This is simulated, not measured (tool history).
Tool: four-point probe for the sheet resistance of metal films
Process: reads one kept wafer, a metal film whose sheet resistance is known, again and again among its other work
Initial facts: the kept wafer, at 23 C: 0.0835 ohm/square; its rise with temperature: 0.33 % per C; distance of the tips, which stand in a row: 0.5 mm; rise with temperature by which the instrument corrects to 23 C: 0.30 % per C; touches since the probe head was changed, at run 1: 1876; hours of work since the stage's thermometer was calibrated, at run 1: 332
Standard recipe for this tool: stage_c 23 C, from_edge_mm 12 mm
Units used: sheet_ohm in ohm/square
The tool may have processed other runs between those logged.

run,day,stage_c,from_edge_mm,touches since the probe head was changed,hours of work since the stage's thermometer was calibrated,sheet_ohm
1,0,23,12,1876,332,0.083584
2,0.675,23,46,2109,342,0.083522
3,1.812,27,12,2501,361,0.083659
4,2.442,27,46,2718,371,0.083607
5,2.967,27,46,2899,379,0.083602
6,3.917,23,6,3228,394,0.083817
7,4.971,18,6,3591,411,0.083681
8,5.996,18,6,3944,427,0.083694
9,7.054,18,6,4310,444,0.08369
10,7.854,23,12,4585,457,0.083577
11,8.888,23,14,4942,473,0.083542
12,9.542,23,7,5168,483,0.083692
13,10.817,23,7,5607,504,0.083741
14,11.612,23,7,5882,516,0.083765
15,12.688,23,7,6253,533,0.083699
16,13.446,23,7,6514,545,0.083739
17,14.038,23,7,6718,555,0.083716
18,14.896,32,12,7013,568,0.083759
19,15.617,32,12,7263,580,0.083777
20,16.596,32,12,7600,596,0.083787
21,17.667,32,12,7970,613,0.083765
22,18.229,32,12,8164,622,0.083767
23,19.2,32,12,8498,637,0.083747
24,20.104,32,16,8811,651,0.083743
25,21.092,26,16,9152,667,0.083588
26,21.871,22,18,9420,679,0.0835
27,22.488,34,13,9632,689,0.08379
# day 22.617: stage's thermometer calibrated
28,23.038,26,13,9815,7,0.083663
29,23.883,24,3,10106,20,0.084784
30,25.108,31,44,10529,40,0.08367
31,25.679,31,44,10726,49,0.083705
32,26.446,31,44,10991,61,0.083698
33,27.621,28,15,11396,80,0.083664
34,28.188,26,6,11591,89,0.083907
35,29.188,26,6,11936,104,0.083873
# day 30.188: stage's thermometer calibrated, once more
36,30.433,26,6,12358,4,0.083782
37,31.529,26,6,12737,21,0.083791
38,32.633,23,28,13117,39,0.083421
39,33.192,25,17,13311,48,0.083474
40,34.154,25,17,13642,63,0.083476
41,35.421,25,17,14079,83,0.083477
42,36.579,19,23,14478,102,0.083317
43,37.454,19,23,14780,116,0.083357
44,38,23,3,14969,124,0.084648

4 options for the next run, each taken on its own from the tool as it stands now. Forecast them:
A,39.146,30,14,15364,142,?
B,39.146,35,12,15364,142,?
C,39.146,32,19,15364,142,?
D,39.146,19,73,15364,142,?

run,sheet_ohm
A,0.083612
B,0.083719
C,0.083649
D,0.083327
What these runs would have given with no unlogged condition in the tool:
run,sheet_ohm
A,0.083717
B,0.083824
C,0.083754
D,0.08343
